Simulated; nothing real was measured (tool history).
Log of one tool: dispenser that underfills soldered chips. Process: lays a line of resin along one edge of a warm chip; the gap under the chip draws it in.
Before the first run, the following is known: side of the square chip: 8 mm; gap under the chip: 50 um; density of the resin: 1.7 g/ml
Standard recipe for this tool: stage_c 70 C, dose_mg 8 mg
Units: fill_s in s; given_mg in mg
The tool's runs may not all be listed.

Run 1, hour 0: usual settings. Result: fill_s 118.5 s, given_mg 7.54 mg.
Run 2, hour 7.4: usual settings. Result: fill_s 187.6 s, given_mg 7.46 mg.
Run 3, hour 19.5: usual settings. Result: fill_s 194.9 s, given_mg 7.92 mg.
Run 4, hour 31.6: usual settings but dose_mg 9.78 mg. Result: fill_s 116.5 s, given_mg 9.66 mg.
Run 5, hour 40.1: usual settings but dose_mg 9.78 mg. Result: fill_s 194.5 s, given_mg 9.86 mg.
Run 6, hour 54.4: usual settings but dose_mg 9.78 mg. Result: fill_s 134 s, given_mg 9.78 mg.
Run 7, hour 69.3: usual settings but dose_mg 7.34 mg. Result: fill_s 185.9 s, given_mg 7.24 mg.
Run 8, hour 75.6: usual settings but dose_mg 7.72 mg. Result: fill_s 141.9 s, given_mg 7.67 mg.
Run 9, hour 85.9: usual settings but stage_c 57 C. Result: fill_s 249.6 s, given_mg 7.92 mg.
Run 10, hour 96: usual settings. Result: fill_s 133.8 s, given_mg 7.81 mg.
Run 11, hour 108.4: usual settings. Result: fill_s 152.5 s, given_mg 7.78 mg.
Run 12, hour 115.9: usual settings. Result: fill_s 129.1 s, given_mg 7.71 mg.
Run 13, hour 126: usual settings. Result: fill_s 129.7 s, given_mg 7.67 mg.
Run 14, hour 139.6: usual settings. Result: fill_s 156.6 s, given_mg 7.66 mg.
Run 15, hour 149.7: usual settings. Result: fill_s 155.4 s, given_mg 7.59 mg.
Run 16, hour 157.6: usual settings but stage_c 56 C. Result: fill_s 249.9 s, given_mg 7.63 mg.
Run 17, hour 171.9: usual settings but stage_c 56 C. Result: fill_s 314.5 s, given_mg 7.53 mg.
Run 18, hour 183.5: usual settings but stage_c 74 C, dose_mg 9.53 mg. Result: fill_s 138.8 s, given_mg 8.97 mg.
Run 19, hour 196.3: usual settings but dose_mg 9.57 mg. Result: fill_s 200 s, given_mg 8.97 mg.
Run 20, hour 208.2: usual settings but dose_mg 9.57 mg. Result: fill_s 117.4 s, given_mg 8.88 mg.
Run 21, hour 218.2: usual settings but stage_c 57 C, dose_mg 9.33 mg. Result: fill_s 368.9 s, given_mg 9.29 mg.
Run 22, hour 229: usual settings but stage_c 75 C, dose_mg 7.94 mg. Result: fill_s 166.2 s, given_mg 7.93 mg.
Run 23, hour 240.8: usual settings but stage_c 81 C, dose_mg 9.42 mg. Result: fill_s 72.4 s, given_mg 9.38 mg.
Run 24, hour 254.2: usual settings but stage_c 76 C, dose_mg 6.91 mg. Result: fill_s 114.3 s, given_mg 6.8 mg.
Run 25, hour 268.9: usual settings but stage_c 83 C, dose_mg 7.38 mg. Result: fill_s 109.3 s, given_mg 7.13 mg.
Run 26, hour 281.5: usual settings but stage_c 65 C, dose_mg 8.45 mg. Result: fill_s 254.9 s, given_mg 8.19 mg.
Run 27, hour 291.2: usual settings but stage_c 60 C, dose_mg 7.3 mg. Result: fill_s 335.9 s, given_mg 7.08 mg.
Run 28, hour 305.8: usual settings but stage_c 71 C, dose_mg 10.22 mg. Result: fill_s 130.6 s, given_mg 9.8 mg.
Run 29, hour 319.1: usual settings but stage_c 71 C, dose_mg 10.22 mg. Result: fill_s 128.9 s, given_mg 9.78 mg.
Run 30, hour 331.4: usual settings but stage_c 61 C, dose_mg 7.67 mg. Result: fill_s 237.1 s, given_mg 7.32 mg.
Run 31, hour 338.7: usual settings but dose_mg 7.9 mg. Result: fill_s 125.6 s, given_mg 7.5 mg.
Run 32, hour 349.6: usual settings but stage_c 65 C, dose_mg 8.05 mg. Result: fill_s 168.1 s, given_mg 7.7 mg.
Run 33, hour 360.2: usual settings but stage_c 56 C, dose_mg 7.15 mg. Result: fill_s 252 s, given_mg 6.76 mg.
Run 34, hour 370.2: usual settings but stage_c 56 C, dose_mg 7.15 mg. Result: fill_s 251.4 s, given_mg 6.75 mg.

Put back what was entered between runs (38 entries, withheld): which listed runs does each sit between, and how does the hidden state differ from the listed run before to the listed run after?
Logged between run 2 and run 3: new syringe of resin (hour 9.3); dispensing valve cleaned and set on the balance (hour 17.6)
  resin's viscosity, % of fresh resin's: 169 -> 177.1; dose that the valve gives, % of what is set: 93.73 -> 100.23; true chip temperature over the reading, C: -0.31 -> -0.36
  measured minus no-state result, fill_s: +79.4 -> +86.5 s; given_mg: -0.5 -> +0.02 mg
Logged between run 3 and run 4: new syringe of resin (hour 20.7); new syringe of resin (hour 30.7)
  resin's viscosity, % of fresh resin's: 177.1 -> 105.5; dose that the valve gives, % of what is set: 100.23 -> 99.84; true chip temperature over the reading, C: -0.36 -> -0.42
  measured minus no-state result, fill_s: +86.5 -> +8.1 s; given_mg: +0.02 -> -0.01 mg
Logged between run 5 and run 6: new syringe of resin (hour 41); new syringe of resin (hour 51.3)
  resin's viscosity, % of fresh resin's: 177.2 -> 120.3; dose that the valve gives, % of what is set: 99.54 -> 99.03; true chip temperature over the reading, C: -0.47 -> -0.54
  measured minus no-state result, fill_s: +87.1 -> +25.4 s; given_mg: -0.04 -> -0.09 mg
Logged between run 6 and run 7: new syringe of resin (hour 61.4)
  resin's viscosity, % of fresh resin's: 120.3 -> 163.7; dose that the valve gives, % of what is set: 99.03 -> 98.49; true chip temperature over the reading, C: -0.54 -> -0.62
  measured minus no-state result, fill_s: +25.4 -> +76.1 s; given_mg: -0.09 -> -0.11 mg
Logged between run 7 and run 8: new syringe of resin (hour 71.9)
  resin's viscosity, % of fresh resin's: 163.7 -> 124.6; dose that the valve gives, % of what is set: 98.49 -> 98.25; true chip temperature over the reading, C: -0.62 -> -0.66
  measured minus no-state result, fill_s: +76.1 -> +31.7 s; given_mg: -0.11 -> -0.14 mg
Logged between run 8 and run 9: new syringe of resin (hour 82.4)
  resin's viscosity, % of fresh resin's: 124.6 -> 121.9; dose that the valve gives, % of what is set: 98.25 -> 97.87; true chip temperature over the reading, C: -0.66 -> -0.71
  measured minus no-state result, fill_s: +31.7 -> +52.5 s; given_mg: -0.14 -> -0.17 mg
Logged between run 9 and run 10: new syringe of resin (hour 93.4)
  resin's viscosity, % of fresh resin's: 121.9 -> 119.5; dose that the valve gives, % of what is set: 97.87 -> 97.54; true chip temperature over the reading, C: -0.71 -> -0.77
  measured minus no-state result, fill_s: +52.5 -> +26.1 s; given_mg: -0.17 -> -0.2 mg
Logged between run 10 and run 11: new syringe of resin (hour 103.7)
  resin's viscosity, % of fresh resin's: 119.5 -> 134.4; dose that the valve gives, % of what is set: 97.54 -> 97.05; true chip temperature over the reading, C: -0.77 -> -0.83
  measured minus no-state result, fill_s: +26.1 -> +43.7 s; given_mg: -0.2 -> -0.24 mg
Logged between run 11 and run 12: new syringe of resin (hour 113.7)
  resin's viscosity, % of fresh resin's: 134.4 -> 112.8; dose that the valve gives, % of what is set: 97.05 -> 96.74; true chip temperature over the reading, C: -0.83 -> -0.86
  measured minus no-state result, fill_s: +43.7 -> +19.6 s; given_mg: -0.24 -> -0.26 mg
Logged between run 12 and run 13: new syringe of resin (hour 124)
  resin's viscosity, % of fresh resin's: 112.8 -> 113; dose that the valve gives, % of what is set: 96.74 -> 96.41; true chip temperature over the reading, C: -0.86 -> -0.92
  measured minus no-state result, fill_s: +19.6 -> +20.2 s; given_mg: -0.26 -> -0.29 mg
Logged between run 13 and run 14: new syringe of resin (hour 134.5)
  resin's viscosity, % of fresh resin's: 113 -> 135.4; dose that the valve gives, % of what is set: 96.41 -> 95.88; true chip temperature over the reading, C: -0.92 -> -0.99
  measured minus no-state result, fill_s: +20.2 -> +46.7 s; given_mg: -0.29 -> -0.33 mg
Logged between run 14 and run 15: new syringe of resin (hour 144.9)
  resin's viscosity, % of fresh resin's: 135.4 -> 134.4; dose that the valve gives, % of what is set: 95.88 -> 95.53; true chip temperature over the reading, C: -0.99 -> -1.03
  measured minus no-state result, fill_s: +46.7 -> +45.7 s; given_mg: -0.33 -> -0.36 mg
Logged between run 15 and run 16: new syringe of resin (hour 155.5)
  resin's viscosity, % of fresh resin's: 134.4 -> 113.6; dose that the valve gives, % of what is set: 95.53 -> 95.25; true chip temperature over the reading, C: -1.03 -> -1.08
  measured minus no-state result, fill_s: +45.7 -> +42.8 s; given_mg: -0.36 -> -0.37 mg
Logged between run 16 and run 17: new syringe of resin (hour 166.2)
  resin's viscosity, % of fresh resin's: 113.6 -> 141.7; dose that the valve gives, % of what is set: 95.25 -> 94.7; true chip temperature over the reading, C: -1.08 -> -1.15
  measured minus no-state result, fill_s: +42.8 -> +106.6 s; given_mg: -0.37 -> -0.42 mg
Logged between run 17 and run 18: new syringe of resin (hour 177)
  resin's viscosity, % of fresh resin's: 141.7 -> 145.6; dose that the valve gives, % of what is set: 94.7 -> 94.26; true chip temperature over the reading, C: -1.15 -> -1.2
  measured minus no-state result, fill_s: +106.6 -> +48.9 s; given_mg: -0.42 -> -0.55 mg
Logged between run 18 and run 19: new syringe of resin (hour 187.3)
  resin's viscosity, % of fresh resin's: 145.6 -> 175; dose that the valve gives, % of what is set: 94.26 -> 93.8; true chip temperature over the reading, C: -1.2 -> -1.27
  measured minus no-state result, fill_s: +48.9 -> +92.6 s; given_mg: -0.55 -> -0.59 mg
Logged between run 19 and run 20: new syringe of resin (hour 197.4); new syringe of resin (hour 207.6)
  resin's viscosity, % of fresh resin's: 175 -> 102.9; dose that the valve gives, % of what is set: 93.8 -> 93.4; true chip temperature over the reading, C: -1.27 -> -1.33
  measured minus no-state result, fill_s: +92.6 -> +10.3 s; given_mg: -0.59 -> -0.63 mg
Logged between run 20 and run 21: dispensing valve cleaned and set on the balance (hour 212.1)
  resin's viscosity, % of fresh resin's: 102.9 -> 178.7; dose that the valve gives, % of what is set: 93.4 -> 99.57; true chip temperature over the reading, C: -1.33 -> -1.37
  measured minus no-state result, fill_s: +10.3 -> +175.4 s; given_mg: -0.63 -> -0.04 mg
Logged between run 21 and run 22: new syringe of resin (hour 219.7)
  resin's viscosity, % of fresh resin's: 178.7 -> 174; dose that the valve gives, % of what is set: 99.57 -> 99.17; true chip temperature over the reading, C: -1.37 -> -1.43
  measured minus no-state result, fill_s: +175.4 -> +76.2 s; given_mg: -0.04 -> -0.07 mg
Logged between run 22 and run 23: new syringe of resin (hour 230.2); new syringe of resin (hour 240.8)
  resin's viscosity, % of fresh resin's: 174 -> 101; dose that the valve gives, % of what is set: 99.17 -> 98.72; true chip temperature over the reading, C: -1.43 -> -1.49
  measured minus no-state result, fill_s: +76.2 -> +5.1 s; given_mg: -0.07 -> -0.12 mg
Logged between run 23 and run 24: new syringe of resin (hour 250.9)
  resin's viscosity, % of fresh resin's: 101 -> 122.5; dose that the valve gives, % of what is set: 98.72 -> 98.22; true chip temperature over the reading, C: -1.49 -> -1.57
  measured minus no-state result, fill_s: +5.1 -> +27.7 s; given_mg: -0.12 -> -0.12 mg
Logged between run 24 and run 25: new syringe of resin (hour 261)
  resin's viscosity, % of fresh resin's: 122.5 -> 159.2; dose that the valve gives, % of what is set: 98.22 -> 97.67; true chip temperature over the reading, C: -1.57 -> -1.64
  measured minus no-state result, fill_s: +27.7 -> +45.5 s; given_mg: -0.12 -> -0.17 mg
Logged between run 25 and run 26: new syringe of resin (hour 272.2)
  resin's viscosity, % of fresh resin's: 159.2 -> 175.2; dose that the valve gives, % of what is set: 97.67 -> 97.19; true chip temperature over the reading, C: -1.64 -> -1.7
  measured minus no-state result, fill_s: +45.5 -> +120.7 s; given_mg: -0.17 -> -0.24 mg
Logged between run 26 and run 27: new syringe of resin (hour 282.5)
  resin's viscosity, % of fresh resin's: 175.2 -> 173.9; dose that the valve gives, % of what is set: 97.19 -> 96.83; true chip temperature over the reading, C: -1.7 -> -1.74
  measured minus no-state result, fill_s: +120.7 -> +159.2 s; given_mg: -0.24 -> -0.23 mg
Logged between run 27 and run 28: new syringe of resin (hour 292.6); new syringe of resin (hour 303.6)
  resin's viscosity, % of fresh resin's: 173.9 -> 117.6; dose that the valve gives, % of what is set: 96.83 -> 96.32; true chip temperature over the reading, C: -1.74 -> -1.82
  measured minus no-state result, fill_s: +159.2 -> +28.2 s; given_mg: -0.23 -> -0.37 mg
Logged between run 28 and run 29: new syringe of resin (hour 314); stage's temperature calibrated (hour 318.7)
  resin's viscosity, % of fresh resin's: 117.6 -> 127.3; dose that the valve gives, % of what is set: 96.32 -> 95.87; true chip temperature over the reading, C: -1.82 -> 0.2
  measured minus no-state result, fill_s: +28.2 -> +27.1 s; given_mg: -0.37 -> -0.42 mg
Logged between run 29 and run 30: new syringe of resin (hour 325.7)
  resin's viscosity, % of fresh resin's: 127.3 -> 142.1; dose that the valve gives, % of what is set: 95.87 -> 95.41; true chip temperature over the reading, C: 0.2 -> 0.13
  measured minus no-state result, fill_s: +27.1 -> +71.1 s; given_mg: -0.42 -> -0.35 mg
Logged between run 30 and run 31: new syringe of resin (hour 336.6)
  resin's viscosity, % of fresh resin's: 142.1 -> 114; dose that the valve gives, % of what is set: 95.41 -> 95.13; true chip temperature over the reading, C: 0.13 -> 0.09
  measured minus no-state result, fill_s: +71.1 -> +16.1 s; given_mg: -0.35 -> -0.39 mg
Logged between run 31 and run 32: new syringe of resin (hour 346.6)
  resin's viscosity, % of fresh resin's: 114 -> 122.6; dose that the valve gives, % of what is set: 95.13 -> 94.72; true chip temperature over the reading, C: 0.09 -> 0.04
  measured minus no-state result, fill_s: +16.1 -> +32.2 s; given_mg: -0.39 -> -0.43 mg
Logged between run 32 and run 33: new syringe of resin (hour 357.3)
  resin's viscosity, % of fresh resin's: 122.6 -> 117.8; dose that the valve gives, % of what is set: 94.72 -> 94.33; true chip temperature over the reading, C: 0.04 -> -0.01
  measured minus no-state result, fill_s: +32.2 -> +42.2 s; given_mg: -0.43 -> -0.41 mg
Logged between run 33 and run 34: new syringe of resin (hour 367.4)
  resin's viscosity, % of fresh resin's: 117.8 -> 119.2; dose that the valve gives, % of what is set: 94.33 -> 93.94; true chip temperature over the reading, C: -0.01 -> -0.06
  measured minus no-state result, fill_s: +42.2 -> +45.4 s; given_mg: -0.41 -> -0.43 mg
